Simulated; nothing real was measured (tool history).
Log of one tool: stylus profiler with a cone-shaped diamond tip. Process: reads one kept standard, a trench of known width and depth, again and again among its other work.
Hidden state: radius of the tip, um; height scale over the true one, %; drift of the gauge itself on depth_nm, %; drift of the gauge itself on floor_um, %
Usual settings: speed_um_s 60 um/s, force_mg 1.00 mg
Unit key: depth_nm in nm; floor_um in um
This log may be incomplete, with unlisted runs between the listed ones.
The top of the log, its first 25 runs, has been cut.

run,day,speed_um_s,force_mg,scans with this tip,hours of work since the height scale was calibrated,depth_nm,floor_um
# day 95.079: new tip fitted, height scale calibrated
26,96.025,71,1.00,230,16,503.74,96.64
# day 99.229: height scale calibrated on a step standard, once more
27,99.929,17,0.95,1176,12,503.60,96.88
28,104.425,17,0.95,2271,88,503.57,96.75
29,109.267,159,0.83,3451,170,502.95,95.73
30,113.338,40,2.17,4442,238,505.93,96.56
31,117.383,229,2.87,5428,307,506.95,95.79
32,121.483,171,1.86,6426,376,504.97,95.78
33,124.879,112,1.86,7253,434,505.05,95.99
34,128.204,112,1.86,8063,490,504.33,95.92
35,133.242,34,0.35,9291,575,501.10,96.03
36,138.167,34,0.35,10489,658,500.83,95.95
37,140.871,42,2.02,11149,704,504.55,96.08
38,143.300,42,1.29,11740,745,503.25,95.99
39,147.675,139,0.68,12806,819,501.71,95.05
40,152.638,139,0.68,14015,903,501.60,95.06
# day 153.912: height scale calibrated on a step standard
41,156.075,60,2.75,14847,37,506.92,95.83
42,160.738,23,1.89,15982,115,504.94,95.87
43,165.950,16,0.71,17252,203,502.38,95.85
44,171.346,40,0.36,18566,295,501.11,95.38

What if the next run were any one of these 3? Each begins from the tool's condition after run 44:
# day 176.317: new tip fitted, height scale calibrated
A,176.317,43,1.44,0,0,?,?
# day 176.317: new tip fitted, height scale calibrated
B,176.317,34,0.60,0,0,?,?
# day 176.317: new tip fitted, height scale calibrated
C,176.317,30,0.44,0,0,?,?

run,depth_nm,floor_um
A,504.95,96.73
B,502.84,96.71
C,502.39,96.67
Without the tool's unlogged condition, the same runs would have read:
run,depth_nm,floor_um
A,504.73,96.75
B,502.62,96.73
C,502.17,96.70

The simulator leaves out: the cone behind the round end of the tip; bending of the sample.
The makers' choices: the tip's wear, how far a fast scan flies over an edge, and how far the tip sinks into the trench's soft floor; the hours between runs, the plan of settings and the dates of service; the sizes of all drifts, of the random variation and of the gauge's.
